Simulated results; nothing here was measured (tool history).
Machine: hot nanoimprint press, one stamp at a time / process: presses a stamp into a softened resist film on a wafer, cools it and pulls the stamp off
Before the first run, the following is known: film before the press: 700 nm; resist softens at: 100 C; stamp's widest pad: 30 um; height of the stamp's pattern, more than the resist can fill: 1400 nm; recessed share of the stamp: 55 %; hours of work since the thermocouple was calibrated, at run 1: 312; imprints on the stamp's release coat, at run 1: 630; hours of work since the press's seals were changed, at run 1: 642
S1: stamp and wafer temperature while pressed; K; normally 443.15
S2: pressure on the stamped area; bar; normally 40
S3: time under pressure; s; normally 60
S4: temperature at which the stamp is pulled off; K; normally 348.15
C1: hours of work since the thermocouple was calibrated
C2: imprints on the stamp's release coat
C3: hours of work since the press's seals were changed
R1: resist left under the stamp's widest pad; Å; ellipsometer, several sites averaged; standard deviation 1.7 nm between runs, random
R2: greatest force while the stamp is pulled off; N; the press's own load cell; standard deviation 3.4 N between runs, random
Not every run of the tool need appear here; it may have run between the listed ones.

Run 1, day 0: usual settings; C1 312; C2 630; C3 642. Result: R1 3363 Å, R2 188 N.
Run 2, day 0.692: usual settings; C1 321; C2 695; C3 651. Result: R1 3394 Å, R2 187 N.
Run 3, day 1.875: usual settings; C1 335; C2 807; C3 665. Result: R1 3392 Å, R2 192 N.
At day 2.096: plate thermocouple calibrated.
Run 4, day 3.162: usual settings; C1 13; C2 917; C3 678. Result: R1 3250 Å, R2 189 N.
Run 5, day 4.092: usual settings; C1 24; C2 1004; C3 689. Result: R1 3209 Å, R2 195 N.
Run 6, day 4.825: usual settings; C1 32; C2 1073; C3 698. Result: R1 3251 Å, R2 190 N.
Run 7, day 5.75: usual settings; C1 43; C2 1161; C3 709. Result: R1 3267 Å, R2 198 N.
Run 8, day 6.492: usual settings; C1 52; C2 1231; C3 718. Result: R1 3251 Å, R2 204 N.
Run 9, day 7.562: usual settings; C1 65; C2 1332; C3 730. Result: R1 3249 Å, R2 197 N.
Run 10, day 8.746: usual settings but S1 445.15 K; C1 79; C2 1444; C3 744. Result: R1 3038 Å, R2 202 N.
Run 11, day 9.783: usual settings but S3 49 s; C1 91; C2 1542; C3 757. Result: R1 3513 Å, R2 207 N.
Run 12, day 10.621: usual settings but S3 38 s; C1 101; C2 1621; C3 767. Result: R1 3859 Å, R2 216 N.
Run 13, day 11.704: usual settings but S3 33 s; C1 114; C2 1723; C3 779. Result: R1 3997 Å, R2 221 N.
Run 14, day 12.7: usual settings but S3 33 s; C1 125; C2 1817; C3 791. Result: R1 4104 Å, R2 222 N.
Run 15, day 13.462: usual settings but S3 33 s; C1 134; C2 1889; C3 800. Result: R1 4082 Å, R2 217 N.
Run 16, day 14.638: usual settings but S3 33 s; C1 148; C2 2000; C3 814. Result: R1 4066 Å, R2 226 N.
Run 17, day 15.708: usual settings but S3 33 s; C1 161; C2 2101; C3 827. Result: R1 4092 Å, R2 231 N.
Run 18, day 16.338: usual settings but S3 33 s; C1 168; C2 2161; C3 834. Result: R1 4159 Å, R2 228 N.
Run 19, day 17.588: usual settings but S2 63.7 bar, S3 41 s, S4 349.15 K; C1 183; C2 2279; C3 849. Result: R1 3213 Å, R2 228 N.
Run 20, day 18.438: usual settings but S2 63.7 bar, S3 41 s, S4 349.15 K; C1 193; C2 2359; C3 859. Result: R1 3209 Å, R2 234 N.
Run 21, day 19.542: usual settings but S2 50.8 bar, S3 40 s; C1 206; C2 2463; C3 872. Result: R1 3487 Å, R2 241 N.
At day 20.133: stamp cleaned and given a new release coat.
Run 22, day 21.112: usual settings but S1 446.15 K, S2 38.6 bar, S3 33 s, S4 350.15 K; C1 222; C2 92; C3 888. Result: R1 3759 Å, R2 165 N.
Run 23, day 22.058: usual settings but S1 446.15 K, S2 37.9 bar, S3 33 s, S4 355.15 K; C1 233; C2 181; C3 899. Result: R1 3814 Å, R2 144 N.
Run 24, day 23.15: usual settings but S1 446.15 K, S2 37.9 bar, S3 33 s, S4 337.15 K; C1 246; C2 284; C3 912. Result: R1 3804 Å, R2 217 N.
Run 25, day 23.912: usual settings but S2 37.1 bar, S3 64 s; C1 255; C2 356; C3 921. Result: R1 3443 Å, R2 177 N.
Run 26, day 25.217: usual settings but S1 451.15 K; C1 270; C2 479; C3 936. Result: R1 2474 Å, R2 187 N.
Run 27, day 26.383: usual settings but S1 432.15 K; C1 284; C2 590; C3 950. Result: R1 5179 Å, R2 190 N.
Run 28, day 27.175: usual settings but S1 432.15 K; C1 294; C2 665; C3 959. Result: R1 5154 Å, R2 191 N.
Run 29, day 27.983: usual settings but S1 454.15 K, S2 54.9 bar, S3 103 s, S4 345.15 K; C1 303; C2 741; C3 969. Result: R1 1517 Å, R2 203 N.

What if the next run were any one of these 4? Each begins from the tool's condition after run 29:
Run A, day 29.229: usual settings but S1 441.15 K, S4 345.15 K; C1 318; C2 859; C3 984. Result: R1 ?, R2 ?.
Run B, day 29.229: usual settings but S1 454.15 K, S2 54.9 bar, S3 103 s, S4 338.15 K; C1 318; C2 859; C3 984. Result: R1 ?, R2 ?.
Run C, day 29.229: usual settings but S1 445.15 K, S2 54.9 bar, S3 103 s, S4 345.15 K; C1 318; C2 859; C3 984. Result: R1 ?, R2 ?.
Run D, day 29.229: usual settings but S1 446.15 K, S2 54.9 bar, S3 103 s, S4 345.15 K; C1 318; C2 859; C3 984. Result: R1 ?, R2 ?.

run    R1   R2
  A  3786  200
  B  1534  250
  C  2275  204
  D  2170  204
Stripped of hidden state, with their random variation kept, the same runs would have yielded:
run    R1   R2
  A  3398  168
  B  1333  211
  C  1970  172
  D  1880  172
